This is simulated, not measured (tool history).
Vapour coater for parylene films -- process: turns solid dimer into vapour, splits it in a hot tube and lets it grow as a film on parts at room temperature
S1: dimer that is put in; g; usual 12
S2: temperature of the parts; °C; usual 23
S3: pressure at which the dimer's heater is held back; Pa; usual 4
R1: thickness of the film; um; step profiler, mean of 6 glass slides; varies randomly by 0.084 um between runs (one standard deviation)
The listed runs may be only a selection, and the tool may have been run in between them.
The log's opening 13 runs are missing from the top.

run 14 hour=160.8 | S1=12 S2=23 S3=4 | R1=9.91
run 15 hour=173.5 | S1=12 S2=15 S3=4 | R1=12.93
run 16 hour=184.5 | S1=12 S2=15 S3=4 | R1=13.16
run 17 hour=194.6 | S1=12 S2=15 S3=4 | R1=13
run 18 hour=204 | S1=12 S2=23 S3=4 | R1=9.8
run 19 hour=217.5 | S1=12 S2=23 S3=4 | R1=9.9
run 20 hour=232.8 | S1=12 S2=23 S3=4 | R1=10.03
run 21 hour=250.9 | S1=12 S2=17 S3=4 | R1=12.84
run 22 hour=270.6 | S1=12 S2=17 S3=4 | R1=12.89
run 23 hour=285.7 | S1=12 S2=23 S3=4 | R1=9.79
run 24 hour=298.2 | S1=8 S2=23 S3=4 | R1=6.58
run 25 hour=308.1 | S1=8 S2=23 S3=4 | R1=6.65
run 26 hour=317.5 | S1=8 S2=23 S3=4 | R1=6.53
run 27 hour=336.2 | S1=14 S2=16 S3=2.35 | R1=14.94
run 28 hour=348.7 | S1=19 S2=34 S3=2.35 | R1=9.48
run 29 hour=357.2 | S1=19 S2=27 S3=2.45 | R1=13.05
run 30 hour=374.6 | S1=12 S2=19 S3=2.85 | R1=12.06
run 31 hour=391.5 | S1=12 S2=28 S3=4.95 | R1=7.51
run 32 hour=399.9 | S1=12 S2=28 S3=4.95 | R1=7.48
run 33 hour=415.1 | S1=11 S2=28 S3=8.58 | R1=6.51
run 34 hour=434.5 | S1=11 S2=31 S3=7.69 | R1=5.68
run 35 hour=442.7 | S1=12 S2=24 S3=4.97 | R1=9.1
run 36 hour=455.3 | S1=12 S2=29 S3=4.97 | R1=7.04
run 37 hour=468.4 | S1=9 S2=23 S3=2.35 | R1=7.41

Run 38 comes next. What will it give?
run 38 hour=477.4 | S1=9 S2=23 S3=2.35 | R1=?

R1: 7.45 um
On a tool with no hidden condition, and with the same random variation, this run would have come out at R1 7.98 um.
